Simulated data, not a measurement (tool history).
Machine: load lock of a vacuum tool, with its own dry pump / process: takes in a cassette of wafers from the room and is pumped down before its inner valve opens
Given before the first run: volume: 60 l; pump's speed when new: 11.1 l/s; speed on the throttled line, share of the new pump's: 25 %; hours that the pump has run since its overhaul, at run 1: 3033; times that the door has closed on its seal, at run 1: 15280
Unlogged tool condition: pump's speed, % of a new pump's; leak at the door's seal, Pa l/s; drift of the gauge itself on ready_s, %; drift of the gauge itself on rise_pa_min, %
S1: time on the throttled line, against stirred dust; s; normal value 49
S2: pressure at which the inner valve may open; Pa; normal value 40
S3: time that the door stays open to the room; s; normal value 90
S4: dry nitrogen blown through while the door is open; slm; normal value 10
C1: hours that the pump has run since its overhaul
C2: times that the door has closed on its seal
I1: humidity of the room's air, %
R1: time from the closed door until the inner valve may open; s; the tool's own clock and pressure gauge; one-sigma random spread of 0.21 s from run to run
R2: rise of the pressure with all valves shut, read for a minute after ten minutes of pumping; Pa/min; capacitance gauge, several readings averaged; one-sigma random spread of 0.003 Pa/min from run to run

{"run": 1, "hour": 0.0, "S1": 49, "S2": 40, "S3": 90, "S4": 10, "C1": 3033, "C2": 15280, "I1": 44.4, "R1": 80.9, "R2": 0.058}
{"run": 2, "hour": 237.9, "S1": 49, "S2": 40, "S3": 90, "S4": 10, "C1": 3271, "C2": 15850, "I1": 43.7, "R1": 81.2, "R2": 0.059}
{"run": 3, "hour": 526.5, "S1": 49, "S2": 40, "S3": 90, "S4": 10, "C1": 3560, "C2": 16542, "I1": 45.4, "R1": 81.2, "R2": 0.056}
{"run": 4, "hour": 669.8, "S1": 49, "S2": 40, "S3": 90, "S4": 10, "C1": 3703, "C2": 16886, "I1": 46.5, "R1": 81.4, "R2": 0.063}
{"run": 5, "hour": 917.2, "S1": 49, "S2": 40, "S3": 90, "S4": 10, "C1": 3950, "C2": 17479, "I1": 47.4, "R1": 81.5, "R2": 0.065}
{"run": 6, "hour": 1166.0, "S1": 49, "S2": 40, "S3": 90, "S4": 10, "C1": 4199, "C2": 18075, "I1": 42.1, "R1": 81.9, "R2": 0.054}
{"run": 7, "hour": 1428.2, "S1": 45, "S2": 40, "S3": 90, "S4": 10, "C1": 4461, "C2": 18704, "I1": 43.4, "R1": 78.2, "R2": 0.061}
{"run": 8, "hour": 1654.5, "S1": 45, "S2": 40, "S3": 90, "S4": 10, "C1": 4688, "C2": 19246, "I1": 46.6, "R1": 78.8, "R2": 0.067}
{"run": 9, "hour": 1849.3, "S1": 45, "S2": 40, "S3": 90, "S4": 10, "C1": 4882, "C2": 19713, "I1": 42.0, "R1": 78.7, "R2": 0.061}
{"run": 10, "hour": 1995.9, "S1": 49, "S2": 40, "S3": 90, "S4": 10, "C1": 5029, "C2": 20064, "I1": 48.4, "R1": 81.8, "R2": 0.069}
{"run": 11, "hour": 2191.9, "S1": 49, "S2": 40, "S3": 90, "S4": 10, "C1": 5225, "C2": 20534, "I1": 47.9, "R1": 81.9, "R2": 0.064}
{"run": 12, "hour": 2382.5, "S1": 49, "S2": 40, "S3": 90, "S4": 30, "C1": 5416, "C2": 20991, "I1": 44.1, "R1": 82.3, "R2": 0.047}
{"run": 13, "hour": 2675.3, "S1": 49, "S2": 40, "S3": 90, "S4": 30, "C1": 5708, "C2": 21693, "I1": 40.7, "R1": 82.3, "R2": 0.053}
{"run": 14, "hour": 2823.6, "S1": 49, "S2": 40, "S3": 90, "S4": 30, "C1": 5857, "C2": 22048, "I1": 45.0, "R1": 82.3, "R2": 0.06}
{"run": 15, "hour": 3131.1, "S1": 49, "S2": 40, "S3": 90, "S4": 30, "C1": 6164, "C2": 22785, "I1": 46.2, "R1": 81.8, "R2": 0.054}
{"run": 16, "hour": 3408.9, "S1": 49, "S2": 40, "S3": 90, "S4": 30, "C1": 6442, "C2": 23451, "I1": 44.4, "R1": 82.4, "R2": 0.05}
{"run": 17, "hour": 3604.2, "S1": 49, "S2": 35, "S3": 90, "S4": 10, "C1": 6637, "C2": 23919, "I1": 42.4, "R1": 83.1, "R2": 0.078}
{"run": 18, "hour": 3816.7, "S1": 49, "S2": 40, "S3": 90, "S4": 10, "C1": 6850, "C2": 24429, "I1": 43.9, "R1": 82.5, "R2": 0.075}
{"run": 19, "hour": 3997.3, "S1": 49, "S2": 40, "S3": 103, "S4": 17, "C1": 7030, "C2": 24861, "I1": 43.5, "R1": 82.6, "R2": 0.071}
{"run": 20, "hour": 4260.6, "S1": 49, "S2": 40, "S3": 90, "S4": 17, "C1": 7294, "C2": 25493, "I1": 48.5, "R1": 82.7, "R2": 0.074}

Run 21 comes next. What will it give?
{"run": 21, "hour": 4516.8, "S1": 39, "S2": 40, "S3": 90, "S4": 10, "C1": 7550, "C2": 26107, "I1": 45.7, "R1": "?", "R2": "?"}

{"run 21": {"R1": 75.5, "R2": 0.079}}
On a tool with no hidden condition, and with the same random variation, this run would have come out at R1 71.9 s, R2 0.035 Pa/min.
